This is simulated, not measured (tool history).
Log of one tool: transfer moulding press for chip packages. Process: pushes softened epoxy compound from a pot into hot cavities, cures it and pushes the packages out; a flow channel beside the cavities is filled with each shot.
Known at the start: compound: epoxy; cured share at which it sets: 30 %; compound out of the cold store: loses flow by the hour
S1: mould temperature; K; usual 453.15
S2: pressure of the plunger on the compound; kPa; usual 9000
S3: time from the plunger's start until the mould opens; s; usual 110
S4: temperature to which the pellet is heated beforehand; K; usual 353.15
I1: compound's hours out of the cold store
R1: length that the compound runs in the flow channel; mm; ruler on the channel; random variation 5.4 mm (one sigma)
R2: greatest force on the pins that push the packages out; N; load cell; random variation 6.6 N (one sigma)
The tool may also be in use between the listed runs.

Run 1, hour 0: usual settings; I1 18.8. Result: R1 912 mm, R2 258 N.
Run 2, hour 39.7: usual settings but S2 6830 kPa; I1 31.3. Result: R1 757 mm, R2 264 N.
Run 3, hour 107.3: usual settings; I1 38.1. Result: R1 857 mm, R2 264 N.
Run 4, hour 194.4: usual settings; I1 44.3. Result: R1 833 mm, R2 257 N.
Run 5, hour 268: usual settings; I1 14.2. Result: R1 939 mm, R2 276 N.
Run 6, hour 338.3: usual settings; I1 16.6. Result: R1 914 mm, R2 272 N.
Run 7, hour 425.7: usual settings; I1 21.3. Result: R1 911 mm, R2 266 N.
Run 8, hour 472: usual settings; I1 38.8. Result: R1 847 mm, R2 255 N.
Run 9, hour 542.3: usual settings; I1 14.8. Result: R1 934 mm, R2 261 N.
Run 10, hour 610.3: usual settings; I1 35.8. Result: R1 867 mm, R2 254 N.
Run 11, hour 648.8: usual settings; I1 12.9. Result: R1 946 mm, R2 266 N.
Run 12, hour 735.1: usual settings but S1 456.15 K, S2 7950 kPa; I1 21.1. Result: R1 840 mm, R2 228 N.
Run 13, hour 815.8: usual settings but S1 456.15 K, S2 7950 kPa, S3 100 s, S4 343.15 K; I1 14.7. Result: R1 855 mm, R2 275 N.
Run 14, hour 875.5: usual settings but S1 460.15 K, S2 9250 kPa, S3 139 s, S4 343.15 K; I1 28.9. Result: R1 870 mm, R2 197 N.
Run 15, hour 935.9: usual settings but S3 134 s, S4 349.15 K; I1 47.9. Result: R1 827 mm, R2 211 N.
Run 16, hour 981.2: usual settings but S2 9110 kPa, S3 134 s, S4 350.15 K; I1 15.4. Result: R1 939 mm, R2 216 N.
Run 17, hour 1051.2: usual settings but S1 451.15 K, S2 9110 kPa, S3 134 s, S4 350.15 K; I1 41.9. Result: R1 858 mm, R2 226 N.
Run 18, hour 1135.9: usual settings; I1 43.1. Result: R1 841 mm, R2 262 N.
Run 19, hour 1226.6: usual settings but S1 447.15 K, S2 10620 kPa, S3 119 s, S4 355.15 K; I1 27.6. Result: R1 988 mm, R2 335 N.
Run 20, hour 1279.6: usual settings but S1 447.15 K, S2 10620 kPa, S3 119 s, S4 355.15 K; I1 44.9. Result: R1 955 mm, R2 330 N.
Run 21, hour 1347.6: usual settings but S3 139 s; I1 28.7. Result: R1 877 mm, R2 217 N.
Run 22, hour 1391.4: usual settings but S4 354.15 K; I1 47.2. Result: R1 824 mm, R2 255 N.

Not shown: 27 entries that the log had between the listed runs. Between which runs, and how does the tool's hidden state differ before and after?
Between runs 2 and 3: cavities cleaned with cleaning compound and waxed (hour 62.8)
  pressure that reaches the compound, % of what is set: 99.92 -> 99.88
Between runs 3 and 4: cavities cleaned with cleaning compound and waxed (hour 124.8); cavities cleaned with cleaning compound and waxed (hour 186.7)
  pressure that reaches the compound, % of what is set: 99.88 -> 99.83; grip of the stained cavities, % over clean ones': 0.8 -> 0.2
Between runs 4 and 5: cavities cleaned with cleaning compound and waxed (hour 250.4)
  pressure that reaches the compound, % of what is set: 99.83 -> 99.79; grip of the stained cavities, % over clean ones': 0.2 -> 0.4
Between runs 5 and 6: cavities cleaned with cleaning compound and waxed (hour 310.9)
  true mould temperature over the reading, C: 0 -> -0.01; pressure that reaches the compound, % of what is set: 99.79 -> 99.76; grip of the stained cavities, % over clean ones': 0.4 -> 0.6
Between runs 6 and 7: cavities cleaned with cleaning compound and waxed (hour 370.9); plunger's sealing rings changed (hour 424.3)
  pressure that reaches the compound, % of what is set: 99.76 -> 99.99; grip of the stained cavities, % over clean ones': 0.6 -> 1
Between runs 7 and 8: cavities cleaned with cleaning compound and waxed (hour 431.7)
  pressure that reaches the compound, % of what is set: 99.99 -> 99.97; grip of the stained cavities, % over clean ones': 1 -> 0.8
Between runs 8 and 9: cavities cleaned with cleaning compound and waxed (hour 491.3)
  pressure that reaches the compound, % of what is set: 99.97 -> 99.93; grip of the stained cavities, % over clean ones': 0.8 -> 0.9
Between runs 9 and 10: cavities cleaned with cleaning compound and waxed (hour 550.1); mould's thermocouples calibrated (hour 574.7); cavities cleaned with cleaning compound and waxed (hour 610.3)
  true mould temperature over the reading, C: -0.01 -> 0; pressure that reaches the compound, % of what is set: 99.93 -> 99.9; grip of the stained cavities, % over clean ones': 0.9 -> 0
Between runs 11 and 12: cavities cleaned with cleaning compound and waxed (hour 669.8); cavities cleaned with cleaning compound and waxed (hour 729.7)
  true mould temperature over the reading, C: 0 -> -0.01; pressure that reaches the compound, % of what is set: 99.88 -> 99.84; grip of the stained cavities, % over clean ones': 0.8 -> 0.1
Between runs 12 and 13: cavities cleaned with cleaning compound and waxed (hour 787.8)
  pressure that reaches the compound, % of what is set: 99.84 -> 99.8; grip of the stained cavities, % over clean ones': 0.1 -> 0.6
Between runs 13 and 14: cavities cleaned with cleaning compound and waxed (hour 845.3)
  pressure that reaches the compound, % of what is set: 99.8 -> 99.76; grip of the stained cavities, % over clean ones': 0.6 -> 0.7
Between runs 14 and 15: cavities cleaned with cleaning compound and waxed (hour 903.2)
  pressure that reaches the compound, % of what is set: 99.76 -> 99.73; grip of the stained cavities, % over clean ones': 0.7 -> 0.8
Between runs 15 and 16: plunger's sealing rings changed (hour 966.8); cavities cleaned with cleaning compound and waxed (hour 968.3)
  pressure that reaches the compound, % of what is set: 99.73 -> 99.99; grip of the stained cavities, % over clean ones': 0.8 -> 0.4
Between runs 16 and 17: cavities cleaned with cleaning compound and waxed (hour 1027.1)
  pressure that reaches the compound, % of what is set: 99.99 -> 99.95; grip of the stained cavities, % over clean ones': 0.4 -> 0.6
Between runs 17 and 18: cavities cleaned with cleaning compound and waxed (hour 1091)
  pressure that reaches the compound, % of what is set: 99.95 -> 99.91; grip of the stained cavities, % over clean ones': 0.6 -> 0.9
Between runs 18 and 19: cavities cleaned with cleaning compound and waxed (hour 1149.1); mould's thermocouples calibrated (hour 1164.2); cavities cleaned with cleaning compound and waxed (hour 1214.4)
  true mould temperature over the reading, C: -0.01 -> 0; pressure that reaches the compound, % of what is set: 99.91 -> 99.86; grip of the stained cavities, % over clean ones': 0.9 -> 0.3
Between runs 19 and 20: cavities cleaned with cleaning compound and waxed (hour 1271.6)
  pressure that reaches the compound, % of what is set: 99.86 -> 99.83; grip of the stained cavities, % over clean ones': 0.3 -> 0.2
Between runs 20 and 21: cavities cleaned with cleaning compound and waxed (hour 1329.1)
  true mould temperature over the reading, C: 0 -> -0.01; pressure that reaches the compound, % of what is set: 99.83 -> 99.8; grip of the stained cavities, % over clean ones': 0.2 -> 0.5
Between runs 21 and 22: cavities cleaned with cleaning compound and waxed (hour 1388.7)
  pressure that reaches the compound, % of what is set: 99.8 -> 99.78; grip of the stained cavities, % over clean ones': 0.5 -> 0.1
